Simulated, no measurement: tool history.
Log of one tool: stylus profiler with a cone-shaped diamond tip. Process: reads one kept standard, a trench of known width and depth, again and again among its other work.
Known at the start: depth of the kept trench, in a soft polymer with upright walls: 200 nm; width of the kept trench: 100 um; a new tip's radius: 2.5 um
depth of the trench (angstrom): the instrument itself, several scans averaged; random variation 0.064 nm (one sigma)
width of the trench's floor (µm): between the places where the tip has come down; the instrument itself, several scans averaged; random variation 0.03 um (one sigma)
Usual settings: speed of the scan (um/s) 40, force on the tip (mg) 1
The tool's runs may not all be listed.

run	hour	speed of the scan (um/s)	force on the tip (mg)	depth of the trench (angstrom)	width of the trench's floor (µm)
1	0	40	1	2015.4	97.22
2	13.2	40	1	2014.3	97.25
3	28.7	20	1	2013.2	97.33
4	51.2	20	1	2012	97.3
5	73.3	20	1	2014	97.28
6	92.9	20	1	2013.4	97.35
7	110.9	40	2.46	2027	97.26
8	121.4	40	2.46	2026.4	97.21
9	142	40	1	2012.5	97.15
10	163.5	40	1	2012.3	97.03
11	188.1	40	1	2013.2	97.13
12	203.1	40	1	2013.6	97.09
13	226.2	40	1	2013.2	97.02
14	251.7	40	1	2012.5	97.03
15	276.7	15	1	2013.8	97.17
16	292.1	15	1	2012.8	97.18
17	303.4	15	1	2012.6	97.2
18	321.5	15	1	2012.3	97.22
19	335.7	15	1	2012.5	97.19
20	346.5	40	1	2012.6	96.99
21	361.2	40	1	2013.3	96.99
22	380.3	40	0.59	2007.4	96.89
23	394.1	29	0.59	2007.3	96.95
24	412.5	15	1	2011.6	97.16
25	425.3	15	1	2011.9	97.14
26	439.3	65	2.08	2022.3	96.91
27	460.5	65	2.08	2022.4	96.86
28	478.6	79	1.95	2021.6	96.81
29	491.3	23	1.95	2020.9	97.07
30	508.1	27	0.76	2008.1	97.02
31	527.5	55	1.91	2020.9	96.9
32	546.8	12	0.74	2007.9	97.01
33	558.8	12	0.74	2009.2	97.07
34	574.7	17	1.84	2020.1	97.06
35	587.2	17	1.84	2019.9	97.01
36	602.5	17	1.84	2020.1	97
37	620.4	16	0.53	2004.7	96.98
38	634.2	68	0.69	2007.3	96.6
39	648.3	68	0.69	2007.9	96.53
40	672.6	31	0.58	2006.7	96.8
41	695.4	12	0.58	2006.8	96.89
42	714.1	12	0.58	2005.8	96.96
43	726.7	80	1	2011.3	96.45
44	750.3	10	0.96	2009.7	96.95
45	769	10	0.96	2009.9	96.96
46	780.8	26	1.13	2012.3	96.88
47	791.1	78	1.67	2017.9	96.63
48	809.9	17	0.4	2001.9	96.79

Some steps in depth of the trench (angstrom) between neighbouring runs. How much of each would the tool show without its hidden state too (settings, what came in, random variation), and how much is left for the hidden state, with any gauge scatter that isn't in both results?
The hidden state here: radius of the tip, um; height scale over the true one, %; drift of the gauge itself on depth_nm, %; drift of the gauge itself on floor_um, %.
Run 8 -> 9: force on the tip (mg) 2.46 -> 1. depth of the trench (angstrom) -13.9: hidden state -0.1, all else -13.8.
Run 17 -> 18: no setting changed, nothing entered. depth of the trench (angstrom) -0.3: hidden state -0.2, all else -0.1.
Run 25 -> 26: speed of the scan (um/s) 15 -> 65, force on the tip (mg) 1 -> 2.08. depth of the trench (angstrom) +10.4: hidden state -0.2, all else +10.6.
Run 36 -> 37: speed of the scan (um/s) 17 -> 16, force on the tip (mg) 1.84 -> 0.53. depth of the trench (angstrom) -15.4: hidden state -0.1, all else -15.3.
Run 40 -> 41: speed of the scan (um/s) 31 -> 12. depth of the trench (angstrom) +0.1: hidden state -0.2, all else +0.3.
Run 47 -> 48: speed of the scan (um/s) 78 -> 17, force on the tip (mg) 1.67 -> 0.4. depth of the trench (angstrom) -16: hidden state +0, all else -16.
